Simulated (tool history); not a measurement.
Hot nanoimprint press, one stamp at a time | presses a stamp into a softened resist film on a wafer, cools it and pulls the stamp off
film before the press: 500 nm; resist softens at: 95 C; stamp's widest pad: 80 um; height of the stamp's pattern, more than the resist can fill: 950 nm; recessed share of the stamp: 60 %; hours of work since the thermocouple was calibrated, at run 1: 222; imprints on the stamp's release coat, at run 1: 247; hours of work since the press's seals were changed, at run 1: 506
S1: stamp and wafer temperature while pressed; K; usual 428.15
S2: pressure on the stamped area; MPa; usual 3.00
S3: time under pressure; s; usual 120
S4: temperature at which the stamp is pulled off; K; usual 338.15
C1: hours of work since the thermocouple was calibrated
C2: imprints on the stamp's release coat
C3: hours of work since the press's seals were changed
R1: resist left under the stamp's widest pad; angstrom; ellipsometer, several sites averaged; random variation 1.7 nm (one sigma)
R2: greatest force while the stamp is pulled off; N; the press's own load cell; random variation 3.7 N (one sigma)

Run 1, day 0.000: usual settings; C1 222; C2 247; C3 506. Result: R1 2759 angstrom, R2 175 N.
Run 2, day 0.954: usual settings but S3 132 s; C1 237; C2 356; C3 521. Result: R1 2620 angstrom, R2 182 N.
Run 3, day 1.854: usual settings but S2 3.43 MPa; C1 251; C2 459; C3 535. Result: R1 2621 angstrom, R2 186 N.
Run 4, day 2.754: usual settings; C1 266; C2 561; C3 550. Result: R1 2759 angstrom, R2 182 N.
Run 5, day 3.338: usual settings; C1 275; C2 628; C3 559. Result: R1 2754 angstrom, R2 180 N.
Run 6, day 3.983: usual settings; C1 286; C2 702; C3 570. Result: R1 2748 angstrom, R2 184 N.
Run 7, day 4.629: usual settings; C1 296; C2 776; C3 580. Result: R1 2751 angstrom, R2 194 N.
Run 8, day 5.354: usual settings; C1 308; C2 859; C3 592. Result: R1 2761 angstrom, R2 184 N.
At day 5.558: plate thermocouple calibrated.
Run 9, day 5.975: usual settings; C1 7; C2 916; C3 600. Result: R1 2757 angstrom, R2 184 N.
Run 10, day 6.829: usual settings; C1 20; C2 1013; C3 613. Result: R1 2721 angstrom, R2 187 N.
Run 11, day 7.796: usual settings; C1 36; C2 1124; C3 629. Result: R1 2735 angstrom, R2 184 N.
Run 12, day 8.338: usual settings; C1 45; C2 1186; C3 637. Result: R1 2753 angstrom, R2 186 N.
Run 13, day 8.775: usual settings but S2 2.10 MPa; C1 52; C2 1236; C3 644. Result: R1 3164 angstrom, R2 178 N.
Run 14, day 9.642: usual settings but S2 3.04 MPa; C1 66; C2 1335; C3 658. Result: R1 2757 angstrom, R2 182 N.
Run 15, day 10.221: usual settings but S1 426.15 K, S2 1.80 MPa, S4 341.15 K; C1 75; C2 1401; C3 668. Result: R1 3531 angstrom, R2 174 N.
At day 11.088: stamp cleaned and given a new release coat.
Run 16, day 11.238: usual settings but S1 429.15 K, S4 328.15 K; C1 87; C2 17; C3 680. Result: R1 2657 angstrom, R2 192 N.
Run 17, day 11.867: usual settings but S1 429.15 K, S2 3.62 MPa, S4 328.15 K; C1 97; C2 89; C3 690. Result: R1 2430 angstrom, R2 193 N.
Run 18, day 12.283: usual settings but S3 89 s, S4 326.15 K; C1 104; C2 136; C3 697. Result: R1 2996 angstrom, R2 201 N.
Run 19, day 12.983: usual settings but S3 89 s, S4 326.15 K; C1 115; C2 217; C3 708. Result: R1 3018 angstrom, R2 203 N.
Run 20, day 13.504: usual settings but S1 432.15 K, S2 3.06 MPa, S3 80 s, S4 345.15 K; C1 124; C2 276; C3 716. Result: R1 2668 angstrom, R2 171 N.
Run 21, day 14.046: usual settings but S1 432.15 K, S2 3.06 MPa, S3 180 s, S4 345.15 K; C1 132; C2 338; C3 725. Result: R1 1987 angstrom, R2 169 N.
Run 22, day 14.708: usual settings but S1 432.15 K, S2 3.06 MPa, S3 180 s, S4 345.15 K; C1 143; C2 414; C3 736. Result: R1 1998 angstrom, R2 176 N.
Run 23, day 15.542: usual settings but S1 432.15 K, S2 3.06 MPa, S3 180 s, S4 339.15 K; C1 156; C2 509; C3 749. Result: R1 1964 angstrom, R2 174 N.
Run 24, day 15.971: usual settings but S1 432.15 K, S2 3.06 MPa, S3 180 s, S4 339.15 K; C1 163; C2 558; C3 756. Result: R1 1993 angstrom, R2 180 N.
Run 25, day 16.471: usual settings but S2 2.88 MPa, S3 60 s, S4 336.15 K; C1 171; C2 615; C3 764. Result: R1 3416 angstrom, R2 184 N.
Run 26, day 16.954: usual settings but S1 416.15 K, S2 2.33 MPa, S3 233 s, S4 339.15 K; C1 179; C2 670; C3 772. Result: R1 3830 angstrom, R2 182 N.
Run 27, day 17.917: usual settings but S1 416.15 K, S2 2.33 MPa, S3 233 s, S4 339.15 K; C1 194; C2 781; C3 787. Result: R1 3890 angstrom, R2 177 N.
Run 28, day 18.525: usual settings but S1 435.15 K, S2 4.73 MPa, S3 65 s, S4 333.15 K; C1 204; C2 850; C3 797. Result: R1 2059 angstrom, R2 195 N.

Forecast each of these 5 alternatives for the next run:
Run A, day 19.017: usual settings but S1 435.15 K, S2 4.73 MPa, S3 65 s, S4 340.15 K; C1 212; C2 906; C3 805. Result: R1 ?, R2 ?.
Run B, day 19.017: usual settings but S1 438.15 K, S2 2.42 MPa; C1 212; C2 906; C3 805. Result: R1 ?, R2 ?.
Run C, day 19.017: usual settings but S1 435.15 K, S2 1.99 MPa, S3 104 s, S4 340.15 K; C1 212; C2 906; C3 805. Result: R1 ?, R2 ?.
Run D, day 19.017: usual settings but S2 4.03 MPa, S4 329.15 K; C1 212; C2 906; C3 805. Result: R1 ?, R2 ?.
Run E, day 19.017: usual settings but S1 418.15 K, S3 144 s, S4 324.15 K; C1 212; C2 906; C3 805. Result: R1 ?, R2 ?.

run    R1   R2
  A  2070  178
  B  2017  181
  C  2611  170
  D  2399  196
  E  3745  202
Without the tool's hidden state the same runs would have given:
run    R1   R2
  A  2071  176
  B  2018  179
  C  2612  169
  D  2400  194
  E  3747  200

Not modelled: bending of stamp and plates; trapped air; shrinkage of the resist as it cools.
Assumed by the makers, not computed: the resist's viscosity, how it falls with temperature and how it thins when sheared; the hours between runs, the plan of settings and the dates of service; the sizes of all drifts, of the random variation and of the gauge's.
